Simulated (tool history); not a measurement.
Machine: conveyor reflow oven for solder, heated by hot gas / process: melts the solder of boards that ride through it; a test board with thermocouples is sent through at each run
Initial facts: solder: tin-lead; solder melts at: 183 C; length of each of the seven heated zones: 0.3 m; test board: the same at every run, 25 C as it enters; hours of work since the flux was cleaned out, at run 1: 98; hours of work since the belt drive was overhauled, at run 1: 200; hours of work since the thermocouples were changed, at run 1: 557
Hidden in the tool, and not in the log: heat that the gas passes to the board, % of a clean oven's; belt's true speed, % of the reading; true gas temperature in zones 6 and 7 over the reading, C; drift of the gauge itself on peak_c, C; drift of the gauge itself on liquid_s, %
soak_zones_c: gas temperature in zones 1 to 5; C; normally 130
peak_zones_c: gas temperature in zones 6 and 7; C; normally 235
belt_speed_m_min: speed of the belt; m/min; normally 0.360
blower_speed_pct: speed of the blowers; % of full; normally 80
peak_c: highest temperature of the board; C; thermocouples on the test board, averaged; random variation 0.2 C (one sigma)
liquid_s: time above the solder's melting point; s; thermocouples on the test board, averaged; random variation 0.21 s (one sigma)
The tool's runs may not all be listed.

run   hour  soak_zones_c  peak_zones_c  belt_speed_m_min  blower_speed_pct  hours of work since the flux was cleaned out  hours of work since the belt drive was overhauled  hours of work since the thermocouples were changed  peak_c  liquid_s
  1    0.0           130           235             0.360                80                                            98                                                200                                                 557   220.6      75.6
  2   37.1           130           235             0.360                80                                           122                                                223                                                 580   220.2      75.0
  3   62.8           130           235             0.344                80                                           138                                                239                                                 596   221.4      80.0
  4   86.2           140           235             0.360                80                                           152                                                254                                                 611   221.2      80.4
  5  123.7           130           235             0.360                80                                           176                                                277                                                 634   219.9      74.1
  6  160.2           123           235             0.416                80                                           199                                                300                                                 657   213.1      55.0
  7  195.3           123           235             0.382                80                                           220                                                322                                                 679   216.0      63.4
  8  219.2           130           235             0.334                80                                           235                                                337                                                 694   221.5      82.5
     233.4  -- thermocouples of zones 6 and 7 changed
  9  242.0           126           240             0.429                80                                           248                                                350                                                   5   215.5      56.1
 10  272.9           130           233             0.418                69                                           268                                                369                                                  25   208.3      51.1

The same runs without the tool's hidden state, with the same run-to-run variation:
run  peak_c  liquid_s
  1   221.4      76.4
  2   221.2      76.1
  3   222.5      81.2
  4   222.4      81.5
  5   221.4      75.8
  6   215.3      57.6
  7   218.2      66.1
  8   223.3      84.5
  9   218.9      59.6
 10   211.5      55.2
